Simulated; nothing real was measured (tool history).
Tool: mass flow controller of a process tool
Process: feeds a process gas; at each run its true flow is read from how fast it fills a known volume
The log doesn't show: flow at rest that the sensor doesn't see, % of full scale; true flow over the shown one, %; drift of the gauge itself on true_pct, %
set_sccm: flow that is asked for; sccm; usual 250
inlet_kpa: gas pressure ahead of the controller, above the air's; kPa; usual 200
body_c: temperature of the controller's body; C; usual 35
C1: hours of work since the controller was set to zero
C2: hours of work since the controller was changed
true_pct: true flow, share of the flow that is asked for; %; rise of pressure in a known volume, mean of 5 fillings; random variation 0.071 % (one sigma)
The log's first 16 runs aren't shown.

run 17 hour=6390.5 | set_sccm=250 inlet_kpa=207 body_c=35 | C1=457 C2=5343 | true_pct=98.97
run 18 hour=6811.9 | set_sccm=250 inlet_kpa=143 body_c=35 | C1=611 C2=5496 | true_pct=99.08
run 19 hour=7287.0 | set_sccm=250 inlet_kpa=143 body_c=35 | C1=784 C2=5670 | true_pct=99.23
run 20 hour=7535.9 | set_sccm=250 inlet_kpa=143 body_c=35 | C1=875 C2=5760 | true_pct=99.06
run 21 hour=7755.6 | set_sccm=250 inlet_kpa=143 body_c=35 | C1=955 C2=5841 | true_pct=99.00
run 22 hour=8133.5 | set_sccm=250 inlet_kpa=143 body_c=35 | C1=1093 C2=5978 | true_pct=99.10
run 23 hour=8636.3 | set_sccm=250 inlet_kpa=143 body_c=35 | C1=1276 C2=6162 | true_pct=98.96
run 24 hour=9001.8 | set_sccm=250 inlet_kpa=143 body_c=22 | C1=1410 C2=6295 | true_pct=98.18
run 25 hour=9384.5 | set_sccm=86 inlet_kpa=229 body_c=35 | C1=1549 C2=6435 | true_pct=98.06
run 26 hour=9643.4 | set_sccm=457 inlet_kpa=183 body_c=23 | C1=1644 C2=6529 | true_pct=98.79
run 27 hour=10018.8 | set_sccm=457 inlet_kpa=183 body_c=23 | C1=1781 C2=6666 | true_pct=98.88
run 28 hour=10433.2 | set_sccm=159 inlet_kpa=149 body_c=23 | C1=1932 C2=6817 | true_pct=97.77
run 29 hour=10779.3 | set_sccm=159 inlet_kpa=142 body_c=38 | C1=2058 C2=6944 | true_pct=98.63
run 30 hour=11134.6 | set_sccm=227 inlet_kpa=173 body_c=31 | C1=2188 C2=7073 | true_pct=98.39
run 31 hour=11630.4 | set_sccm=59 inlet_kpa=209 body_c=26 | C1=2369 C2=7254 | true_pct=97.31
run 32 hour=12095.8 | set_sccm=397 inlet_kpa=196 body_c=38 | C1=2538 C2=7424 | true_pct=99.21
run 33 hour=12385.0 | set_sccm=397 inlet_kpa=196 body_c=38 | C1=2644 C2=7530 | true_pct=99.24
run 34 hour=12745.9 | set_sccm=397 inlet_kpa=196 body_c=38 | C1=2776 C2=7661 | true_pct=99.16

Forecast run 35:
run 35 hour=13013.1 | set_sccm=397 inlet_kpa=196 body_c=38 | C1=2873 C2=7759 | true_pct=?

{"run 35": {"true_pct": 99.07}}
Without the tool's hidden state the same run would have given true_pct 100.30 %.
